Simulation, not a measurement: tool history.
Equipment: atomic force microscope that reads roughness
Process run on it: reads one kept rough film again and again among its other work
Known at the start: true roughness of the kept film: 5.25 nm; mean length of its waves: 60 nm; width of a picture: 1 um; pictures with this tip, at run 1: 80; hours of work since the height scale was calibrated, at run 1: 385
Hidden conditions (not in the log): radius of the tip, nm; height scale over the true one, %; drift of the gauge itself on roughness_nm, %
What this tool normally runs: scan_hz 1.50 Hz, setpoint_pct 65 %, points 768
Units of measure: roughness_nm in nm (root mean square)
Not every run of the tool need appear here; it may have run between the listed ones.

run   hour  scan_hz  setpoint_pct  points  pictures with this tip  hours of work since the height scale was calibrated  roughness_nm
  1    0.0     1.50            65     768                      80                                                  385         4.686
  2   13.2     1.50            65     646                      96                                                  395         4.627
  3   22.7     1.50            65     646                     108                                                  401         4.623
  4   37.9     1.50            65     646                     127                                                  412         4.581
  5   48.2     1.50            65     646                     139                                                  419         4.559
  6   55.8     1.50            65     646                     149                                                  425         4.517
  7   69.3     1.50            65     646                     165                                                  434         4.458
  8   77.6     1.50            65     646                     175                                                  440         4.484
  9   88.6     1.50            65     646                     189                                                  448         4.430
 10  100.7     1.50            65     646                     204                                                  457         4.372
 11  115.4     1.50            65     768                     222                                                  467         4.340
 12  127.3     1.50            65     632                     236                                                  476         4.342
 13  134.8     1.50            65     632                     245                                                  481         4.333
     142.1  -- new tip fitted
 14  143.9     1.50            65     479                       2                                                  487         4.833
 15  159.5     1.50            65     479                      21                                                  498         4.787
 16  172.0     1.50            87     768                      36                                                  507         4.441
 17  188.0     1.50            65     323                      56                                                  518         4.693
 18  196.7     1.50            65     323                      67                                                  524         4.667
 19  206.5     1.50            57     768                      79                                                  531         4.693
 20  215.1     1.50            57     768                      89                                                  537         4.696
 21  224.1     1.50            57     757                     100                                                  544         4.641
 22  237.5     1.50            57     757                     117                                                  553         4.624
 23  246.0     1.50            57     757                     127                                                  559         4.627
 24  254.8     1.50            80     768                     138                                                  566         4.365
 25  271.4     1.50            80     412                     158                                                  577         4.338
 26  286.3     3.49            62     308                     177                                                  588         4.277
 27  294.9     3.49            62     308                     187                                                  594         4.267
 28  305.7     3.49            73     308                     200                                                  602         4.047
 29  317.4     0.66            58     267                     215                                                  610         4.457
 30  328.5     0.76            65     768                     228                                                  618         4.393
 31  341.3     0.76            65     768                     244                                                  627         4.349
     349.5  -- new tip fitted
 32  355.5     0.94            78     843                       8                                                  637         4.785
 33  372.2     0.94            78     843                      28                                                  649         4.720
 34  381.9     0.53            78     645                      40                                                  656         4.808
 35  392.4     1.03            72     307                      53                                                  663         4.713
 36  401.2     1.09            72     587                      64                                                  669         4.673
 37  408.6     1.09            72     587                      73                                                  674         4.650
 38  424.7     1.50            69     730                      92                                                  686         4.568
 39  431.9     0.99            56     307                     101                                                  691         4.675
 40  441.0     2.23            70     680                     113                                                  697         4.401
 41  451.0     1.18            64     427                     125                                                  705         4.599
 42  465.6     2.43            65     612                     143                                                  715         4.425
 43  475.6     2.43            65     612                     155                                                  722         4.371
 44  487.4     2.43            65     612                     169                                                  730         4.361
 45  501.7     1.10            62     616                     187                                                  740         4.442
 46  514.5     2.12            86     342                     203                                                  750         3.967
 47  523.4     2.12            86     342                     213                                                  756         3.931

Forecast each of these 5 alternatives for the next run:
  A  539.5     2.12            86     543                     233                                                  767             ?
  B  539.5     1.50            65     436                     233                                                  767             ?
  C  539.5     0.78            74     769                     233                                                  767             ?
  D  539.5     1.26            73     342                     233                                                  767             ?
  E  539.5     1.80            80     534                     233                                                  767             ?

run  roughness_nm
  A         3.869
  B         4.318
  C         4.292
  D         4.253
  E         4.072
Take away the tool's hidden state, keep each run's random variation, and the runs would have read:
run  roughness_nm
  A         4.386
  B         4.893
  C         4.865
  D         4.820
  E         4.613
